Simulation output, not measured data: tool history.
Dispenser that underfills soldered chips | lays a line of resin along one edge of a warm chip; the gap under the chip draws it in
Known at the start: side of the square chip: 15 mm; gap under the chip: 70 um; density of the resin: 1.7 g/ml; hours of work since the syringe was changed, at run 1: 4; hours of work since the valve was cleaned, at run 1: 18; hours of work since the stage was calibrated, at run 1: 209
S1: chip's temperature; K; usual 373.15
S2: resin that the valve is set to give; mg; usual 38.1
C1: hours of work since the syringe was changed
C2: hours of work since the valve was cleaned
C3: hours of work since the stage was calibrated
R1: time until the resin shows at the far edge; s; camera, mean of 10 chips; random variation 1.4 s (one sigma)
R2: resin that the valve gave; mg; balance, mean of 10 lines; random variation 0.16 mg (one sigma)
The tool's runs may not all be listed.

| run | hour | S1 | S2 | C1 | C2 | C3 | R1 | R2 |
|---|---|---|---|---|---|---|---|---|
| 1 | 0.0 | 373.15 | 38.1 | 4 | 18 | 209 | 193.1 | 37.55 |
| 2 | 5.2 | 373.15 | 38.1 | 8 | 22 | 213 | 264.5 | 37.52 |
|  | 9.2 | new syringe of resin |
| 3 | 15.1 | 373.15 | 38.1 | 5 | 30 | 220 | 196.6 | 36.91 |
| 4 | 20.2 | 376.15 | 38.1 | 8 | 34 | 224 | 238.0 | 37.16 |
|  | 24.6 | new syringe of resin |
| 5 | 29.7 | 376.15 | 38.1 | 4 | 41 | 231 | 165.7 | 36.81 |
| 6 | 34.3 | 376.15 | 38.1 | 7 | 44 | 235 | 222.5 | 36.69 |
|  | 39.3 | new syringe of resin |
| 7 | 43.3 | 376.15 | 38.1 | 3 | 51 | 241 | 163.8 | 36.26 |
| 8 | 51.6 | 372.15 | 38.1 | 9 | 57 | 248 | 306.8 | 36.13 |
|  | 54.3 | new syringe of resin |
| 9 | 61.2 | 373.15 | 35.3 | 5 | 64 | 255 | 226.1 | 33.17 |
| 10 | 65.9 | 373.15 | 38.1 | 9 | 68 | 258 | 284.4 | 35.94 |
|  | 69.4 | new syringe of resin |
| 11 | 74.0 | 373.15 | 38.1 | 4 | 74 | 264 | 186.8 | 35.51 |
|  | 84.4 | new syringe of resin |
| 12 | 85.0 | 373.15 | 38.1 | 0 | 82 | 273 | 150.6 | 35.22 |
| 13 | 91.3 | 373.15 | 38.1 | 5 | 87 | 278 | 218.4 | 35.14 |
|  | 99.3 | new syringe of resin |
| 14 | 103.0 | 373.15 | 38.1 | 3 | 96 | 286 | 177.5 | 34.71 |
| 15 | 112.4 | 373.15 | 38.1 | 10 | 103 | 293 | 296.7 | 34.64 |
|  | 114.4 | new syringe of resin |
| 16 | 123.3 | 373.15 | 38.1 | 7 | 111 | 302 | 241.4 | 34.10 |
|  | 129.4 | new syringe of resin |
| 17 | 132.9 | 373.15 | 42.1 | 3 | 118 | 309 | 175.3 | 37.61 |
| 18 | 143.5 | 373.15 | 33.1 | 11 | 126 | 317 | 357.7 | 29.17 |
|  | 144.4 | new syringe of resin |
|  | 145.4 | dispensing valve cleaned and set on the balance |
| 19 | 153.3 | 362.15 | 36.6 | 6 | 6 | 323 | 367.1 | 36.25 |
|  | 160.1 | new syringe of resin |
| 20 | 160.8 | 372.15 | 41.2 | 1 | 12 | 329 | 154.6 | 40.88 |
| 21 | 169.5 | 373.15 | 33.9 | 7 | 18 | 336 | 253.9 | 33.45 |
|  | 175.5 | new syringe of resin |
| 22 | 180.4 | 386.15 | 36.4 | 4 | 26 | 344 | 117.2 | 35.71 |
| 23 | 187.8 | 383.15 | 38.4 | 9 | 32 | 349 | 198.0 | 37.24 |
|  | 190.3 | new syringe of resin |
| 24 | 196.2 | 384.15 | 38.4 | 5 | 38 | 356 | 132.3 | 37.05 |
|  | 205.4 | new syringe of resin |
| 25 | 206.3 | 378.15 | 46.4 | 1 | 46 | 363 | 119.1 | 44.06 |
| 26 | 212.2 | 380.15 | 35.1 | 5 | 50 | 368 | 166.9 | 33.53 |
| 27 | 219.3 | 380.15 | 35.1 | 11 | 56 | 373 | 254.9 | 32.99 |
|  | 220.7 | new syringe of resin |
| 28 | 226.7 | 380.15 | 35.1 | 5 | 61 | 379 | 160.1 | 33.18 |
| 29 | 232.8 | 380.15 | 35.1 | 9 | 66 | 383 | 233.7 | 32.74 |
|  | 235.9 | new syringe of resin |
| 30 | 241.4 | 365.15 | 40.4 | 4 | 72 | 390 | 274.9 | 37.49 |
|  | 250.8 | new syringe of resin |
| 31 | 252.0 | 374.15 | 40.8 | 1 | 80 | 398 | 148.0 | 37.71 |
| 32 | 257.8 | 371.15 | 37.0 | 5 | 85 | 402 | 241.8 | 33.69 |
| 33 | 262.7 | 381.15 | 34.1 | 9 | 88 | 406 | 222.2 | 31.19 |
|  | 265.8 | new syringe of resin |
| 34 | 270.8 | 373.15 | 36.5 | 4 | 94 | 412 | 199.4 | 33.20 |

Hidden state at the last listed run before each entry between runs and at the first one after, where it differs:
Between runs 2 and 3: new syringe of resin (hour 9.2)
  resin's viscosity, % of fresh resin's: 184.6 -> 138.6; dose that the valve gives, % of what is set: 98.22 -> 97.49; true chip temperature over the reading, C: -0.59 -> -0.62
  measured less the result without the state, R1: +125.1 -> +59.0 s; R2: -0.68 -> -0.96 mg
Between runs 4 and 5: new syringe of resin (hour 24.6)
  resin's viscosity, % of fresh resin's: 185.7 -> 132.4; dose that the valve gives, % of what is set: 97.13 -> 96.47; true chip temperature over the reading, C: -0.63 -> -0.65
  measured less the result without the state, R1: +113.8 -> +44.9 s; R2: -1.10 -> -1.34 mg
Between runs 6 and 7: new syringe of resin (hour 39.3)
  resin's viscosity, % of fresh resin's: 172.8 -> 127.4; dose that the valve gives, % of what is set: 96.12 -> 95.48; true chip temperature over the reading, C: -0.66 -> -0.69
  measured less the result without the state, R1: +98.3 -> +40.0 s; R2: -1.48 -> -1.72 mg
Between runs 8 and 9: new syringe of resin (hour 54.3)
  resin's viscosity, % of fresh resin's: 204.7 -> 151.8; dose that the valve gives, % of what is set: 94.88 -> 94.11; true chip temperature over the reading, C: -0.71 -> -0.73
  measured less the result without the state, R1: +162.7 -> +84.2 s; R2: -1.95 -> -2.08 mg
Between runs 10 and 11: new syringe of resin (hour 69.4)
  resin's viscosity, % of fresh resin's: 198.2 -> 130.9; dose that the valve gives, % of what is set: 93.77 -> 93.21; true chip temperature over the reading, C: -0.75 -> -0.77
  measured less the result without the state, R1: +147.5 -> +50.6 s; R2: -2.39 -> -2.58 mg
Between runs 11 and 12: new syringe of resin (hour 84.4)
  resin's viscosity, % of fresh resin's: 130.9 -> 104.5; dose that the valve gives, % of what is set: 93.21 -> 92.45; true chip temperature over the reading, C: -0.77 -> -0.79
  measured less the result without the state, R1: +50.6 -> +13.7 s; R2: -2.58 -> -2.88 mg
Between runs 13 and 14: new syringe of resin (hour 99.3)
  resin's viscosity, % of fresh resin's: 150 -> 122.3; dose that the valve gives, % of what is set: 92.06 -> 91.23; true chip temperature over the reading, C: -0.81 -> -0.84
  measured less the result without the state, R1: +80.3 -> +40.4 s; R2: -3.04 -> -3.34 mg
Between runs 15 and 16: new syringe of resin (hour 114.4)
  resin's viscosity, % of fresh resin's: 209.1 -> 167.6; dose that the valve gives, % of what is set: 90.48 -> 89.69; true chip temperature over the reading, C: -0.86 -> -0.89
  measured less the result without the state, R1: +163.4 -> +106.2 s; R2: -3.64 -> -3.93 mg
Between runs 16 and 17: new syringe of resin (hour 129.4)
  resin's viscosity, % of fresh resin's: 167.6 -> 123.9; dose that the valve gives, % of what is set: 89.69 -> 89; true chip temperature over the reading, C: -0.89 -> -0.91
  measured less the result without the state, R1: +106.2 -> +41.6 s; R2: -3.93 -> -4.64 mg
Between runs 18 and 19: new syringe of resin (hour 144.4); dispensing valve cleaned and set on the balance (hour 145.4)
  resin's viscosity, % of fresh resin's: 225.9 -> 158.9; dose that the valve gives, % of what is set: 88.19 -> 99.26; true chip temperature over the reading, C: -0.94 -> -0.96
  measured less the result without the state, R1: +213.8 -> +146.0 s; R2: -3.91 -> -0.27 mg
Between runs 19 and 20: new syringe of resin (hour 160.1)
  resin's viscosity, % of fresh resin's: 158.9 -> 104.4; dose that the valve gives, % of what is set: 99.26 -> 98.73; true chip temperature over the reading, C: -0.96 -> -0.98
  measured less the result without the state, R1: +146.0 -> +12.6 s; R2: -0.27 -> -0.53 mg
Between runs 21 and 22: new syringe of resin (hour 175.5)
  resin's viscosity, % of fresh resin's: 171 -> 133.9; dose that the valve gives, % of what is set: 98.16 -> 97.33; true chip temperature over the reading, C: -1 -> -1.03
  measured less the result without the state, R1: +112.5 -> +33.5 s; R2: -0.63 -> -0.98 mg
Between runs 23 and 24: new syringe of resin (hour 190.3)
  resin's viscosity, % of fresh resin's: 204.6 -> 141.9; dose that the valve gives, % of what is set: 96.79 -> 96.17; true chip temperature over the reading, C: -1.05 -> -1.07
  measured less the result without the state, R1: +105.8 -> +43.4 s; R2: -1.24 -> -1.48 mg
Between runs 24 and 25: new syringe of resin (hour 205.4)
  resin's viscosity, % of fresh resin's: 141.9 -> 105.4; dose that the valve gives, % of what is set: 96.17 -> 95.39; true chip temperature over the reading, C: -1.07 -> -1.09
  measured less the result without the state, R1: +43.4 -> +11.3 s; R2: -1.48 -> -2.14 mg
Between runs 27 and 28: new syringe of resin (hour 220.7)
  resin's viscosity, % of fresh resin's: 221.8 -> 143.4; dose that the valve gives, % of what is set: 94.4 -> 93.87; true chip temperature over the reading, C: -1.13 -> -1.15
  measured less the result without the state, R1: +146.8 -> +55.6 s; R2: -1.96 -> -2.16 mg
Between runs 29 and 30: new syringe of resin (hour 235.9)
  resin's viscosity, % of fresh resin's: 203.5 -> 137.7; dose that the valve gives, % of what is set: 93.41 -> 92.8; true chip temperature over the reading, C: -1.16 -> -1.18
  measured less the result without the state, R1: +126.4 -> +87.7 s; R2: -2.32 -> -2.91 mg
Between runs 30 and 31: new syringe of resin (hour 250.8)
  resin's viscosity, % of fresh resin's: 137.7 -> 108.1; dose that the valve gives, % of what is set: 92.8 -> 92.05; true chip temperature over the reading, C: -1.18 -> -1.21
  measured less the result without the state, R1: +87.7 -> +19.7 s; R2: -2.91 -> -3.26 mg
Between runs 33 and 34: new syringe of resin (hour 265.8)
  resin's viscosity, % of fresh resin's: 199.2 -> 131.2; dose that the valve gives, % of what is set: 91.23 -> 90.65; true chip temperature over the reading, C: -1.23 -> -1.25
  measured less the result without the state, R1: +119.6 -> +59.1 s; R2: -3.01 -> -3.43 mg

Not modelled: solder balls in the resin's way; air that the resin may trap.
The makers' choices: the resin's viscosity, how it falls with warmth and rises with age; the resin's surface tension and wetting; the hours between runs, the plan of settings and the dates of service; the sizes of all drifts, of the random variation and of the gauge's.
